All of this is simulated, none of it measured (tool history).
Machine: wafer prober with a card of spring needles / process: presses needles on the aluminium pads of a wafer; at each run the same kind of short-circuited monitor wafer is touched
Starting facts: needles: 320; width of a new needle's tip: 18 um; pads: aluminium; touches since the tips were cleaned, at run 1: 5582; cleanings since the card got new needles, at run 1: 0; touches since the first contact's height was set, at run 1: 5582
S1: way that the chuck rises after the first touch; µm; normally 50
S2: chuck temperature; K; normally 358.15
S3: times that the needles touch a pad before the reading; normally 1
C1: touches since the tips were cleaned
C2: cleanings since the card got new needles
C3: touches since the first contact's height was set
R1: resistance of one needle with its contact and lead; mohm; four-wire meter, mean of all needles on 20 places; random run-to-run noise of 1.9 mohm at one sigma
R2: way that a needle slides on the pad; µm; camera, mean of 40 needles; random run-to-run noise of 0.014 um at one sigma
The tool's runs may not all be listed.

run 1 day=0.000 | S1=50 S2=358.15 S3=1 | C1=5582 C2=0 C3=5582 | R1=203 R2=12.51
-- day=0.362 tips cleaned on abrasive film
run 2 day=0.621 | S1=50 S2=358.15 S3=1 | C1=2378 C2=1 C3=11258 | R1=206 R2=12.51
run 3 day=1.204 | S1=50 S2=358.15 S3=1 | C1=7757 C2=1 C3=16637 | R1=207 R2=12.51
-- day=1.304 tips cleaned on abrasive film
run 4 day=1.721 | S1=50 S2=358.15 S3=1 | C1=3829 C2=2 C3=21384 | R1=201 R2=12.52
-- day=2.258 tips cleaned on abrasive film
run 5 day=2.592 | S1=50 S2=358.15 S3=1 | C1=3089 C2=3 C3=29388 | R1=204 R2=12.56
run 6 day=2.988 | S1=50 S2=358.15 S3=1 | C1=6741 C2=3 C3=33040 | R1=204 R2=12.56
-- day=3.192 tips cleaned on abrasive film
run 7 day=3.396 | S1=46 S2=358.15 S3=1 | C1=1893 C2=4 C3=36748 | R1=207 R2=11.56
-- day=4.129 tips cleaned on abrasive film
run 8 day=4.129 | S1=42 S2=358.15 S3=1 | C1=0 C2=5 C3=43494 | R1=206 R2=10.57
run 9 day=4.508 | S1=42 S2=310.15 S3=1 | C1=3495 C2=5 C3=46989 | R1=198 R2=10.57
run 10 day=4.996 | S1=42 S2=310.15 S3=1 | C1=7985 C2=5 C3=51479 | R1=197 R2=10.59
-- day=5.054 tips cleaned on abrasive film
run 11 day=5.862 | S1=50 S2=358.15 S3=1 | C1=7427 C2=6 C3=59422 | R1=203 R2=12.63
-- day=6.017 tips cleaned on abrasive film
run 12 day=6.638 | S1=50 S2=316.15 S3=1 | C1=5747 C2=7 C3=66566 | R1=193 R2=12.64
-- day=6.946 tips cleaned on abrasive film
run 13 day=7.288 | S1=50 S2=358.15 S3=2 | C1=3169 C2=8 C3=72507 | R1=202 R2=12.64
-- day=7.925 tips cleaned on abrasive film
run 14 day=8.042 | S1=50 S2=358.15 S3=1 | C1=1093 C2=9 C3=79435 | R1=206 R2=12.65
run 15 day=8.667 | S1=50 S2=358.15 S3=1 | C1=6870 C2=9 C3=85212 | R1=206 R2=12.68
-- day=8.892 tips cleaned on abrasive film
run 16 day=9.217 | S1=50 S2=358.15 S3=3 | C1=3014 C2=10 C3=90241 | R1=207 R2=12.66

Forecast run 17:
run 17 day=9.583 | S1=50 S2=358.15 S3=3 | C1=6377 C2=10 C3=93604 | R1=? R2=?

Run 17 produced R1 201 mohm, R2 12.70 µm.
Minus the tool's unlogged condition, the same run would have read R1 201 mohm, R2 12.52 µm.
